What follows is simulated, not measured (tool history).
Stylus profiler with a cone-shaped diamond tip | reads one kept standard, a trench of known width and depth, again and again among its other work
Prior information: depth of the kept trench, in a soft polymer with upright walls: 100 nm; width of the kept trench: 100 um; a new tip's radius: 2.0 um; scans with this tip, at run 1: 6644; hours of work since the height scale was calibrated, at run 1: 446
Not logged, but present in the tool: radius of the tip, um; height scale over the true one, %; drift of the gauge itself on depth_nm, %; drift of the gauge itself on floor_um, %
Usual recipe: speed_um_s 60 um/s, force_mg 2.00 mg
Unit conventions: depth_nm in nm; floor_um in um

run	hour	speed_um_s	force_mg	scans with this tip	hours of work since the height scale was calibrated	depth_nm	floor_um
1	0.0	60	2.00	6644	446	101.16	98.08
2	46.7	62	2.00	6928	465	101.14	98.09
3	69.2	211	2.00	7065	474	101.26	97.06
4	110.6	60	0.80	7317	491	100.76	97.89
5	139.2	60	0.80	7491	503	100.70	97.89
6	189.4	60	2.00	7796	523	101.12	98.08
7	221.8	60	2.00	7993	537	101.10	98.09
8	265.9	60	2.00	8262	555	101.18	98.02
9	294.8	60	0.72	8437	566	100.65	97.79
10	319.0	60	5.48	8584	576	102.07	98.15
11	340.6	60	5.48	8715	585	102.09	98.16
12	392.8	60	5.48	9033	606	102.16	98.21
13	440.6	60	5.48	9324	626	102.19	98.18
14	466.9	60	2.00	9484	637	101.33	98.03
# hour 470.1: height scale calibrated on a step standard
15	511.5	60	2.00	9752	17	101.28	97.92
16	532.8	60	2.00	9882	26	101.34	97.97
17	579.3	60	2.00	10165	45	101.23	97.96
# hour 613.2: height scale calibrated on a step standard, once more
18	623.0	60	2.00	10427	4	100.89	97.97
19	657.6	60	2.00	10638	18	101.02	97.96
20	709.1	60	2.00	10951	39	100.98	97.99
21	757.9	60	2.00	11248	59	100.97	97.88
22	785.1	60	2.00	11413	70	100.93	98.01
23	820.3	24	2.00	11627	85	100.95	98.13
24	857.5	24	2.00	11854	100	101.01	98.20
25	884.1	148	3.57	12015	111	101.47	97.56
26	921.9	148	3.57	12245	126	101.43	97.53
27	973.6	148	3.57	12560	147	101.47	97.59
28	1016.5	148	3.57	12821	165	101.42	97.51
29	1055.7	58	0.78	13059	181	100.56	97.74
30	1079.3	71	2.80	13203	190	101.22	97.87
31	1123.9	75	4.53	13474	209	101.65	97.93
32	1156.3	75	4.53	13671	222	101.79	97.94
33	1189.0	75	4.53	13870	235	101.80	97.92
34	1213.7	73	0.81	14020	245	100.67	97.45
35	1248.6	34	1.78	14233	259	100.97	97.99
36	1284.6	34	1.78	14451	274	100.94	98.03
37	1307.6	34	1.78	14591	284	100.92	98.02
38	1329.2	34	1.85	14723	292	100.92	98.05
39	1381.1	205	1.85	15038	314	101.02	96.71
40	1407.4	205	1.85	15198	324	100.97	96.78
41	1435.5	205	1.85	15369	336	100.96	96.74
42	1472.2	205	1.85	15592	351	101.03	96.79
43	1498.5	205	2.21	15752	361	101.08	96.87
44	1541.7	205	2.21	16015	379	101.11	96.88
45	1585.9	205	2.21	16284	397	101.22	96.86

Alternative continuations, all from the tool just after run 45; predict every row:
A	1618.8	66	3.31	16484	411	?	?
B	1618.8	62	2.00	16484	411	?	?
C	1618.8	57	1.04	16484	411	?	?
D	1618.8	107	0.81	16484	411	?	?

run	depth_nm	floor_um
A	101.46	97.79
B	101.06	97.80
C	100.76	97.67
D	100.67	97.04
The same runs, with their run-to-run variation unchanged, on a tool lacking any hidden condition would have given:
run	depth_nm	floor_um
A	101.35	98.34
B	100.94	98.34
C	100.65	98.22
D	100.56	97.59
